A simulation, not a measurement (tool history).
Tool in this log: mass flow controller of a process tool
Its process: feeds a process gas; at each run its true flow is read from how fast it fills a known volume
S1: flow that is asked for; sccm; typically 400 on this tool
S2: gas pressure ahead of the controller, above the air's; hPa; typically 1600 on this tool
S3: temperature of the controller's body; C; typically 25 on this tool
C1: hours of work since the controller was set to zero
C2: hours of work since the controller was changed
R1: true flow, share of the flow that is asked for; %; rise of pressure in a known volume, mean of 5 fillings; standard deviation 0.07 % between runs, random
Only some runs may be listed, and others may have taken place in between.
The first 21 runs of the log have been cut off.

run	day	S1	S2	S3	C1	C2	R1
22	196.929	284	1980	25	4530	4530	97.67
23	204.808	64	1520	33	4608	4608	98.79
24	212.938	400	1720	20	4689	4689	97.56
25	222.458	186	1600	25	4784	4784	97.19
26	233.604	101	1950	25	4896	4896	97.5
27	243.604	400	1740	25	4995	4995	97.95
28	250.612	400	1990	28	5065	5065	98.51
29	259.871	400	1990	28	5158	5158	98.66
30	267.55	400	1990	21	5234	5234	97.63
31	276.812	271	2650	39	5326	5326	99.35
32	283.025	146	1450	23	5388	5388	96.78

Below are 4 alternative next runs, each starting from the tool's condition after run 32. Predict each:
A	291.538	146	1770	23	5473	5473	?
B	291.538	378	2560	23	5473	5473	?
C	291.538	146	1500	30	5473	5473	?
D	291.538	400	1690	25	5473	5473	?

run	R1
A	96.85
B	97.78
C	97.62
D	97.99
Stripped of hidden state, with their random variation kept, the same runs would have yielded:
run	R1
A	97.3
B	99.02
C	98.07
D	99.27
